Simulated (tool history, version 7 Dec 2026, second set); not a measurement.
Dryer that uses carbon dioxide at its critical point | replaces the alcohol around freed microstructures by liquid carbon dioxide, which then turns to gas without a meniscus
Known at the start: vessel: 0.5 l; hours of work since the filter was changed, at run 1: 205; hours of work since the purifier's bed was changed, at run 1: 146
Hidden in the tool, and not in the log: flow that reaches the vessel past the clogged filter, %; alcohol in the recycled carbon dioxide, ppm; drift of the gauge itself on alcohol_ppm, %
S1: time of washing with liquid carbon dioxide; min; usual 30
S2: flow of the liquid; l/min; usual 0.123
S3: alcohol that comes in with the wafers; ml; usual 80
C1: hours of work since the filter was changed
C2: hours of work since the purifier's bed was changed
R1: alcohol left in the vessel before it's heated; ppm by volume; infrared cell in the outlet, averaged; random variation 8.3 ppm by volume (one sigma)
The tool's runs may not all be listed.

| run | day | S1 | S2 | S3 | C1 | C2 | R1 |
|---|---|---|---|---|---|---|---|
| 1 | 0 | 30 | 0.123 | 80 | 205 | 146 | 926 |
|  | 1.117 | inlet filter changed |
| 2 | 1.392 | 30 | 0.123 | 80 | 4 | 167 | 461 |
| 3 | 2.954 | 30 | 0.123 | 80 | 28 | 191 | 516 |
| 4 | 4.475 | 37 | 0.123 | 80 | 52 | 214 | 162 |
| 5 | 5.8 | 37 | 0.123 | 80 | 72 | 234 | 177 |
| 6 | 6.729 | 37 | 0.123 | 80 | 86 | 249 | 183 |
| 7 | 8.312 | 37 | 0.123 | 80 | 110 | 273 | 224 |
| 8 | 9.504 | 40 | 0.123 | 80 | 129 | 291 | 140 |
| 9 | 10.425 | 40 | 0.123 | 80 | 143 | 305 | 141 |
| 10 | 11.288 | 30 | 0.123 | 44 | 156 | 319 | 478 |
| 11 | 12.204 | 30 | 0.123 | 44 | 170 | 333 | 498 |
| 12 | 13.612 | 30 | 0.123 | 80 | 192 | 354 | 984 |
| 13 | 14.883 | 30 | 0.123 | 80 | 211 | 374 | 1069 |
|  | 15.638 | inlet filter changed |
| 14 | 16.5 | 30 | 0.123 | 83 | 13 | 398 | 500 |
| 15 | 17.417 | 30 | 0.123 | 83 | 27 | 412 | 546 |
| 16 | 18.321 | 30 | 0.123 | 83 | 41 | 426 | 572 |
| 17 | 19.562 | 41 | 0.123 | 80 | 60 | 445 | 92 |
| 18 | 20.729 | 30 | 0.123 | 41 | 78 | 463 | 343 |
| 19 | 22.154 | 30 | 0.179 | 41 | 100 | 485 | 56 |
| 20 | 23.546 | 30 | 0.179 | 41 | 121 | 506 | 52 |
| 21 | 25.171 | 30 | 0.123 | 80 | 146 | 531 | 840 |
| 22 | 26.458 | 30 | 0.123 | 80 | 166 | 551 | 913 |
| 23 | 27.875 | 30 | 0.123 | 80 | 188 | 572 | 983 |
| 24 | 28.733 | 30 | 0.123 | 80 | 201 | 586 | 1021 |
| 25 | 29.538 | 35 | 0.123 | 26 | 213 | 598 | 179 |
|  | 30.071 | inlet filter changed |
| 26 | 30.871 | 41 | 0.123 | 80 | 12 | 618 | 84 |
| 27 | 32.267 | 23 | 0.17 | 84 | 34 | 639 | 404 |
| 28 | 33.362 | 28 | 0.076 | 44 | 51 | 656 | 3431 |
| 29 | 34.342 | 38 | 0.078 | 23 | 66 | 671 | 566 |
| 30 | 35.95 | 27 | 0.095 | 80 | 90 | 696 | 3643 |
| 31 | 37.379 | 27 | 0.095 | 80 | 112 | 718 | 3761 |
| 32 | 38.517 | 27 | 0.095 | 80 | 130 | 735 | 4014 |
| 33 | 39.279 | 27 | 0.095 | 80 | 141 | 747 | 4023 |
| 34 | 40.067 | 46 | 0.167 | 37 | 153 | 759 | 31 |
| 35 | 40.933 | 30 | 0.13 | 107 | 167 | 772 | 897 |
| 36 | 41.812 | 41 | 0.097 | 88 | 180 | 786 | 712 |
| 37 | 43.342 | 25 | 0.159 | 62 | 204 | 809 | 559 |
|  | 44.479 | inlet filter changed |
| 38 | 44.479 | 38 | 0.159 | 62 | 0 | 826 | 52 |
| 39 | 45.475 | 29 | 0.186 | 22 | 15 | 841 | 46 |
| 40 | 46.533 | 29 | 0.186 | 22 | 32 | 858 | 49 |
| 41 | 47.642 | 30 | 0.202 | 80 | 49 | 875 | 48 |
| 42 | 49.146 | 30 | 0.202 | 44 | 72 | 898 | 53 |
| 43 | 50.742 | 30 | 0.202 | 21 | 96 | 922 | 47 |
| 44 | 51.492 | 25 | 0.202 | 56 | 108 | 934 | 105 |
| 45 | 52.617 | 25 | 0.202 | 56 | 125 | 951 | 111 |
| 46 | 53.6 | 25 | 0.202 | 56 | 140 | 966 | 119 |
| 47 | 54.492 | 22 | 0.197 | 29 | 154 | 980 | 160 |

Measured less the same run without the tool's hidden state. The same run-to-run variation is in both; the gauge's scatter may not be:
| run | R1 |
|---|---|
| 1 | +490 |
| 2 | +20 |
| 3 | +65 |
| 4 | +43 |
| 5 | +61 |
| 6 | +71 |
| 7 | +95 |
| 8 | +75 |
| 9 | +82 |
| 10 | +231 |
| 11 | +254 |
| 12 | +537 |
| 13 | +623 |
| 14 | +45 |
| 15 | +78 |
| 16 | +109 |
| 17 | +41 |
| 18 | +109 |
| 19 | +33 |
| 20 | +39 |
| 21 | +398 |
| 22 | +470 |
| 23 | +542 |
| 24 | +588 |
| 25 | +121 |
| 26 | +30 |
| 27 | +83 |
| 28 | +432 |
| 29 | +135 |
| 30 | +885 |
| 31 | +1073 |
| 32 | +1278 |
| 33 | +1362 |
| 34 | +31 |
| 35 | +481 |
| 36 | +405 |
| 37 | +345 |
| 38 | +36 |
| 39 | +36 |
| 40 | +38 |
| 41 | +42 |
| 42 | +42 |
| 43 | +42 |
| 44 | +67 |
| 45 | +76 |
| 46 | +82 |
| 47 | +104 |
